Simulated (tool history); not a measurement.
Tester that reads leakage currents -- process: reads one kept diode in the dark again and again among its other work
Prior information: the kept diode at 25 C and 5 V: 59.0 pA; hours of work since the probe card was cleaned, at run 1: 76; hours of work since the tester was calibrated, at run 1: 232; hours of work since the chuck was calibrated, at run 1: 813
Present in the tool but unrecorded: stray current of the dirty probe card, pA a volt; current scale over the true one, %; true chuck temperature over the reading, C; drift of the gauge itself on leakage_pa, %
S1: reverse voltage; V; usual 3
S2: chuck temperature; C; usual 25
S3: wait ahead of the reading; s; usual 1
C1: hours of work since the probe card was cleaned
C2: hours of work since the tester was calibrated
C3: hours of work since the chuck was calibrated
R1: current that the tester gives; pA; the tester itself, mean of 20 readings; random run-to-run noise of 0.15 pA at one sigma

run	hour	S1	S2	S3	C1	C2	C3	R1
1	0	3	25	1	76	232	813	46.39
2	51.3	3	25	1	110	266	847	46.34
3	102.1	3	25	1	144	300	881	46.17
4	137	3	25	1	167	323	904	46.23
5	176.5	3	25	1	193	349	930	46.34
6	226.4	3	25	0.64	227	383	963	46.46
7	276.6	3	25	0.64	260	416	997	46.19
8	328.4	3	57	0.64	294	450	1031	538.59
9	357.9	10.89	25	1	314	470	1051	77.42
10	410.5	10.89	25	1	349	505	1086	77.91
11	437.5	10.89	25	1	367	523	1104	77.87
12	488.1	10.89	25	1	401	557	1137	78.01
13	510.5	10.89	25	1	416	572	1152	77.98
14	551.4	1.36	22	1	443	599	1179	25.86
15	604.1	1.36	22	1	478	634	1215	25.85
16	649.7	2.31	48	1	508	664	1245	252.21
17	689.1	2.31	48	1	534	690	1271	250.42
18	711.1	5.71	22	1	549	705	1286	46.52
19	751.2	2.49	42	2.04	576	732	1312	164.36
20	784.9	3	46	1.21	598	754	1335	237.76
21	825.3	3	31	2.93	625	781	1362	74.28
22	866	10.85	25	1.41	652	808	1389	77.71
23	903.2	10.85	25	1.41	677	833	1413	77.82
24	929.7	2.06	27	0.96	694	850	1431	45.98
25	983.7	8.69	28	3.92	730	886	1467	89.74
26	1035.6	14.88	33	6.15	765	921	1501	165.49

Each run again, without the hidden state but with its own random variation kept:
run	R1
1	48.61
2	48.63
3	48.51
4	48.61
5	48.76
6	48.95
7	48.71
8	568.62
9	80.61
10	81.07
11	81
12	81.12
13	81.08
14	27.62
15	27.64
16	270.63
17	269.15
18	48.66
19	177.26
20	256.56
21	80.02
22	80.56
23	80.64
24	49.72
25	94.77
26	174.93

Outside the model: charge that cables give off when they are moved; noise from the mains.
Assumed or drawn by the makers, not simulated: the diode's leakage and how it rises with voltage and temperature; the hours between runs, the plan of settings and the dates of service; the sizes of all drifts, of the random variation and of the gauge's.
